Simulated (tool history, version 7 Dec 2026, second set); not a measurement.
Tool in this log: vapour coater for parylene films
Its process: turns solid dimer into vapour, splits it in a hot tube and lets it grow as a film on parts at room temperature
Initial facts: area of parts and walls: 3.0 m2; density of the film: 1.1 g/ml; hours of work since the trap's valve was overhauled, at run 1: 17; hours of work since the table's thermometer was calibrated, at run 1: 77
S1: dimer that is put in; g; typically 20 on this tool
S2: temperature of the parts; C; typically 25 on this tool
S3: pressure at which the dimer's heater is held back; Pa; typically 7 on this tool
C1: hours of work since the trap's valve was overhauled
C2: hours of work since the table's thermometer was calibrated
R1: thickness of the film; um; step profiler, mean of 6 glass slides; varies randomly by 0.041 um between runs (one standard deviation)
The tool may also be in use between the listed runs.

run,hour,S1,S2,S3,C1,C2,R1
1,0,20,25,7,17,77,4.49
2,11.8,20,25,7,23,82,4.42
3,21.7,20,25,9.96,28,87,4.17
4,30.9,20,25,3.85,32,91,4.96
5,39.7,20,25,7,36,96,4.41
6,54.1,13,25,7,43,102,2.91
7,66.4,13,25,7,49,108,2.87
8,84.2,13,25,10.24,57,117,2.61
9,97.1,13,25,10.24,63,123,2.61
10,109.2,13,25,10.24,69,128,2.69
11,123.9,20,28,7,76,135,3.9
12,142.9,20,28,7,85,144,3.91
13,153.1,20,19,7,89,149,5.57
14,170.5,20,19,7,98,157,5.6
15,184.7,20,19,7,104,164,5.61
16,201.1,20,25,3.83,112,172,4.89
17,215.5,20,25,3.83,119,178,4.8
18,236.1,20,25,3.83,129,188,4.82
19,255.5,20,25,3.83,138,197,4.81
20,265.3,20,25,3.83,142,202,4.81
21,282.5,20,27,7,150,210,3.92
22,293.4,20,27,7,155,215,4.01
23,304.1,20,27,7,161,220,3.95
24,322.1,20,27,7,169,229,3.85
25,339.1,16,21,6.8,177,237,4.06
26,355.3,27,20,3.21,185,244,7.58
27,374.3,28,21,7.69,194,253,7.02
28,388.2,27,21,10.33,200,260,6.2
29,405,27,21,10.33,208,268,6.21
30,421.5,31,34,8.47,216,275,4.26
31,441.9,31,34,8.47,225,285,4.3
32,458.2,27,26,9.97,233,293,4.98
33,469.2,27,26,9.97,238,298,5.06
34,477.7,13,22,7,242,302,3.06
35,487.9,13,22,7,247,307,3.03
36,504.5,17,22,3.92,255,315,4.41
37,515.6,17,28,5.26,260,320,3.31
38,529.1,20,25,7.12,266,326,4.11
39,542.6,20,37,4.91,273,332,2.71
40,560.6,10,18,4.91,281,341,2.75
41,576.3,20,19,3.89,289,348,5.46
42,591.4,17,27,2.52,296,355,3.93
43,605.2,12,29,7,302,362,2.08
44,614.9,20,30,7,307,367,3.34
45,631,21,28,7,314,374,3.79
46,646,21,28,7,322,381,3.75

Expected results for the next run?
47,663.4,12,24,7,330,389,?

R1: 2.55 um
Take away the tool's hidden state, keep the run-to-run variation as it was, and the same run would have given R1 2.85 um.
